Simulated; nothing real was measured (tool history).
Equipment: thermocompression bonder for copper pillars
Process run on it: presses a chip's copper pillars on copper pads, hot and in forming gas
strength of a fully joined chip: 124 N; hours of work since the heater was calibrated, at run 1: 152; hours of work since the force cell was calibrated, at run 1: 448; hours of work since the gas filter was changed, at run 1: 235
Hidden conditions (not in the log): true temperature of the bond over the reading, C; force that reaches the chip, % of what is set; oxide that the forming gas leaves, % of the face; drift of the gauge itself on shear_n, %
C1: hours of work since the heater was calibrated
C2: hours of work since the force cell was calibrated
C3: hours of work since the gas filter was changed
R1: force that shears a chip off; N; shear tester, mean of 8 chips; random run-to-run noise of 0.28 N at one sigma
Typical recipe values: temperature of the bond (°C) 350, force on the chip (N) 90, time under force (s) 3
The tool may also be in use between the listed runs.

{"run": 1, "hour": 0.0, "temperature of the bond (°C)": 350, "force on the chip (N)": 90, "time under force (s)": 3, "C1": 152, "C2": 448, "C3": 235, "R1": 59.4}
{"run": 2, "hour": 8.1, "temperature of the bond (°C)": 350, "force on the chip (N)": 90, "time under force (s)": 3, "C1": 158, "C2": 454, "C3": 241, "R1": 59.6}
{"run": 3, "hour": 13.8, "temperature of the bond (°C)": 350, "force on the chip (N)": 90, "time under force (s)": 5, "C1": 162, "C2": 458, "C3": 245, "R1": 70.1}
{"run": 4, "hour": 25.6, "temperature of the bond (°C)": 350, "force on the chip (N)": 90, "time under force (s)": 6, "C1": 170, "C2": 466, "C3": 253, "R1": 75}
{"run": 5, "hour": 36.5, "temperature of the bond (°C)": 350, "force on the chip (N)": 90, "time under force (s)": 6, "C1": 178, "C2": 474, "C3": 261, "R1": 74.8}
{"run": 6, "hour": 46.4, "temperature of the bond (°C)": 350, "force on the chip (N)": 90, "time under force (s)": 3, "C1": 185, "C2": 481, "C3": 268, "R1": 59.4}
{"run": 7, "hour": 54.1, "temperature of the bond (°C)": 350, "force on the chip (N)": 90, "time under force (s)": 3, "C1": 190, "C2": 486, "C3": 273, "R1": 59.4}
{"run": 8, "hour": 60.2, "temperature of the bond (°C)": 350, "force on the chip (N)": 90, "time under force (s)": 3, "C1": 194, "C2": 490, "C3": 277, "R1": 59.5}
{"run": 9, "hour": 67.2, "temperature of the bond (°C)": 350, "force on the chip (N)": 90, "time under force (s)": 3, "C1": 199, "C2": 495, "C3": 282, "R1": 59.2}
{"run": 10, "hour": 79.7, "temperature of the bond (°C)": 350, "force on the chip (N)": 90, "time under force (s)": 3, "C1": 208, "C2": 504, "C3": 291, "R1": 59.3}
{"run": 11, "hour": 88.2, "temperature of the bond (°C)": 350, "force on the chip (N)": 90, "time under force (s)": 3, "C1": 214, "C2": 510, "C3": 297, "R1": 59.4}
{"run": 12, "hour": 99.9, "temperature of the bond (°C)": 350, "force on the chip (N)": 124, "time under force (s)": 3, "C1": 222, "C2": 518, "C3": 305, "R1": 77.1}
{"run": 13, "hour": 105.1, "temperature of the bond (°C)": 350, "force on the chip (N)": 124, "time under force (s)": 3, "C1": 226, "C2": 522, "C3": 308, "R1": 77.3}
{"run": 14, "hour": 112.1, "temperature of the bond (°C)": 373, "force on the chip (N)": 90, "time under force (s)": 3, "C1": 230, "C2": 527, "C3": 313, "R1": 67.8}
{"run": 15, "hour": 120.3, "temperature of the bond (°C)": 350, "force on the chip (N)": 90, "time under force (s)": 3, "C1": 236, "C2": 532, "C3": 319, "R1": 59.2}
{"run": 16, "hour": 130.8, "temperature of the bond (°C)": 350, "force on the chip (N)": 90, "time under force (s)": 3, "C1": 244, "C2": 540, "C3": 326, "R1": 58.9}
{"run": 17, "hour": 142.4, "temperature of the bond (°C)": 350, "force on the chip (N)": 90, "time under force (s)": 3, "C1": 252, "C2": 548, "C3": 335, "R1": 59}
{"run": 18, "hour": 150.3, "temperature of the bond (°C)": 350, "force on the chip (N)": 90, "time under force (s)": 3, "C1": 257, "C2": 553, "C3": 340, "R1": 59.6}
{"run": 19, "hour": 156.7, "temperature of the bond (°C)": 350, "force on the chip (N)": 90, "time under force (s)": 3, "C1": 262, "C2": 558, "C3": 345, "R1": 59.2}
{"run": 20, "hour": 164.6, "temperature of the bond (°C)": 350, "force on the chip (N)": 90, "time under force (s)": 3, "C1": 267, "C2": 563, "C3": 350, "R1": 59.3}
{"run": 21, "hour": 175.9, "temperature of the bond (°C)": 350, "force on the chip (N)": 100, "time under force (s)": 3, "C1": 275, "C2": 571, "C3": 358, "R1": 65.2}
{"run": 22, "hour": 182.9, "temperature of the bond (°C)": 324, "force on the chip (N)": 72, "time under force (s)": 2, "C1": 280, "C2": 576, "C3": 363, "R1": 33.2}
{"run": 23, "hour": 191.6, "temperature of the bond (°C)": 324, "force on the chip (N)": 72, "time under force (s)": 2, "C1": 286, "C2": 582, "C3": 369, "R1": 33}
{"run": 24, "hour": 197.3, "temperature of the bond (°C)": 324, "force on the chip (N)": 72, "time under force (s)": 2, "C1": 290, "C2": 586, "C3": 373, "R1": 33.2}
{"run": 25, "hour": 209.8, "temperature of the bond (°C)": 350, "force on the chip (N)": 58, "time under force (s)": 2, "C1": 299, "C2": 595, "C3": 382, "R1": 32.3}
{"run": 26, "hour": 218.6, "temperature of the bond (°C)": 350, "force on the chip (N)": 58, "time under force (s)": 2, "C1": 305, "C2": 601, "C3": 388, "R1": 32.4}
{"run": 27, "hour": 224.2, "temperature of the bond (°C)": 364, "force on the chip (N)": 128, "time under force (s)": 8, "C1": 309, "C2": 605, "C3": 392, "R1": 104.7}
{"run": 28, "hour": 235.5, "temperature of the bond (°C)": 350, "force on the chip (N)": 123, "time under force (s)": 5, "C1": 317, "C2": 613, "C3": 400, "R1": 87.8}
{"run": 29, "hour": 242.5, "temperature of the bond (°C)": 350, "force on the chip (N)": 123, "time under force (s)": 5, "C1": 322, "C2": 618, "C3": 404, "R1": 88.1}
{"run": 30, "hour": 249.3, "temperature of the bond (°C)": 350, "force on the chip (N)": 123, "time under force (s)": 5, "C1": 326, "C2": 622, "C3": 409, "R1": 88.5}
{"run": 31, "hour": 255.7, "temperature of the bond (°C)": 371, "force on the chip (N)": 65, "time under force (s)": 2, "C1": 331, "C2": 627, "C3": 414, "R1": 42.8}
{"hour": 266.4, "done": "forming gas filter changed"}
{"run": 32, "hour": 268.9, "temperature of the bond (°C)": 371, "force on the chip (N)": 65, "time under force (s)": 2, "C1": 340, "C2": 636, "C3": 2, "R1": 42.8}
{"run": 33, "hour": 281.6, "temperature of the bond (°C)": 371, "force on the chip (N)": 65, "time under force (s)": 2, "C1": 348, "C2": 645, "C3": 11, "R1": 42.6}
{"run": 34, "hour": 291.3, "temperature of the bond (°C)": 335, "force on the chip (N)": 71, "time under force (s)": 7, "C1": 355, "C2": 652, "C3": 17, "R1": 58.7}
{"run": 35, "hour": 302.7, "temperature of the bond (°C)": 335, "force on the chip (N)": 71, "time under force (s)": 8, "C1": 363, "C2": 659, "C3": 25, "R1": 61.2}
{"run": 36, "hour": 313.1, "temperature of the bond (°C)": 335, "force on the chip (N)": 71, "time under force (s)": 8, "C1": 371, "C2": 667, "C3": 33, "R1": 61.1}
{"run": 37, "hour": 322.7, "temperature of the bond (°C)": 335, "force on the chip (N)": 71, "time under force (s)": 5, "C1": 377, "C2": 673, "C3": 39, "R1": 51.8}
{"run": 38, "hour": 334.9, "temperature of the bond (°C)": 335, "force on the chip (N)": 76, "time under force (s)": 9, "C1": 386, "C2": 682, "C3": 48, "R1": 67.2}
{"run": 39, "hour": 341.9, "temperature of the bond (°C)": 374, "force on the chip (N)": 67, "time under force (s)": 3, "C1": 391, "C2": 687, "C3": 53, "R1": 52.9}
{"run": 40, "hour": 349.6, "temperature of the bond (°C)": 353, "force on the chip (N)": 92, "time under force (s)": 3, "C1": 396, "C2": 692, "C3": 58, "R1": 61.7}

Hidden state at the last listed run before each entry between runs and at the first one after, where it differs:
Run 31 -> run 32: forming gas filter changed (hour 266.4)
  oxide that the forming gas leaves, % of the face: 0.58 -> 0.5
